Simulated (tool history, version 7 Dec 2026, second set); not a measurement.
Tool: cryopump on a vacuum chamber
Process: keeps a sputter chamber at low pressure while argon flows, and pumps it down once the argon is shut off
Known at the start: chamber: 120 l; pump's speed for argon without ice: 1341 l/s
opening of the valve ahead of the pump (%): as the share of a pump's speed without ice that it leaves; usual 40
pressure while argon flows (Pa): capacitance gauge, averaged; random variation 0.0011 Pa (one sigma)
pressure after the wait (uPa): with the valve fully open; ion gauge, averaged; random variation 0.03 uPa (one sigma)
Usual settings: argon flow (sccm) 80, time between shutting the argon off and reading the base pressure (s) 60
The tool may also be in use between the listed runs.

| run | hour | argon flow (sccm) | time between shutting the argon off and reading the base pressure (s) | opening of the valve ahead of the pump (%) | pressure while argon flows (Pa) | pressure after the wait (uPa) |
|---|---|---|---|---|---|---|
| 1 | 0 | 80 | 60 | 40 | 0.2537 | 2.44 |
| 2 | 23.3 | 80 | 60 | 40 | 0.2547 | 2.44 |
| 3 | 50.7 | 46 | 60 | 40 | 0.1478 | 2.49 |
| 4 | 81 | 46 | 60 | 40 | 0.148 | 2.5 |
| 5 | 118.5 | 46 | 60 | 40 | 0.1494 | 2.59 |
| 6 | 144.2 | 80 | 60 | 37 | 0.2821 | 2.56 |
| 7 | 168.1 | 80 | 60 | 37 | 0.2798 | 2.62 |
| 8 | 191.8 | 80 | 60 | 37 | 0.2841 | 2.69 |
| 9 | 218.1 | 80 | 60 | 37 | 0.2844 | 2.63 |
| 10 | 254.5 | 80 | 60 | 19 | 0.5422 | 2.72 |
| 11 | 291.6 | 80 | 60 | 19 | 0.5442 | 2.82 |
| 12 | 314.9 | 80 | 60 | 19 | 0.5454 | 2.87 |
| 13 | 342.8 | 80 | 60 | 19 | 0.5497 | 2.85 |
| 14 | 376.8 | 80 | 60 | 40 | 0.2705 | 2.92 |
| 15 | 395.9 | 39 | 81 | 26 | 0.1996 | 2.6 |
| 16 | 431.1 | 152 | 56 | 17 | 1.173 | 3.05 |
| 17 | 466.8 | 58 | 114 | 40 | 0.2022 | 2.47 |
| 18 | 486 | 67 | 114 | 56 | 0.1713 | 2.49 |
| 19 | 507.9 | 67 | 114 | 56 | 0.174 | 2.53 |
| 20 | 541.8 | 43 | 186 | 29 | 0.2019 | 2.36 |
| 21 | 567.3 | 74 | 22 | 22 | 0.4504 | 5.24 |
| 22 | 591.3 | 98 | 22 | 31 | 0.4348 | 5.32 |
| 23 | 630.5 | 42 | 42 | 47 | 0.1299 | 3.84 |
| 24 | 666.7 | 97 | 200 | 40 | 0.3537 | 2.56 |
| 25 | 699.8 | 97 | 32 | 34 | 0.4072 | 4.49 |
| 26 | 717.5 | 80 | 60 | 16 | 0.6721 | 3.56 |
| 27 | 741.6 | 42 | 55 | 16 | 0.3531 | 3.76 |
|  | 762.9 | pump warmed up, emptied and cooled again |
| 28 | 778.7 | 42 | 55 | 16 | 0.3333 | 3.1 |

5 ways to go on from here, each from the tool as it stands after run 28. What would each give?
| A | 805.1 | 35 | 117 | 40 | ? | ? |
| B | 805.1 | 45 | 60 | 18 | ? | ? |
| C | 805.1 | 32 | 60 | 40 | ? | ? |
| D | 805.1 | 80 | 104 | 40 | ? | ? |
| E | 805.1 | 36 | 31 | 26 | ? | ? |

| run | pressure while argon flows (Pa) | pressure after the wait (uPa) |
|---|---|---|
| A | 0.1134 | 2.37 |
| B | 0.3171 | 2.97 |
| C | 0.1022 | 2.94 |
| D | 0.2558 | 2.43 |
| E | 0.1761 | 4.18 |
Without the tool's hidden state the same runs would have given:
| run | pressure while argon flows (Pa) | pressure after the wait (uPa) |
|---|---|---|
| A | 0.112 | 0.86 |
| B | 0.3152 | 1.46 |
| C | 0.1009 | 1.46 |
| D | 0.2526 | 0.95 |
| E | 0.1746 | 2.67 |
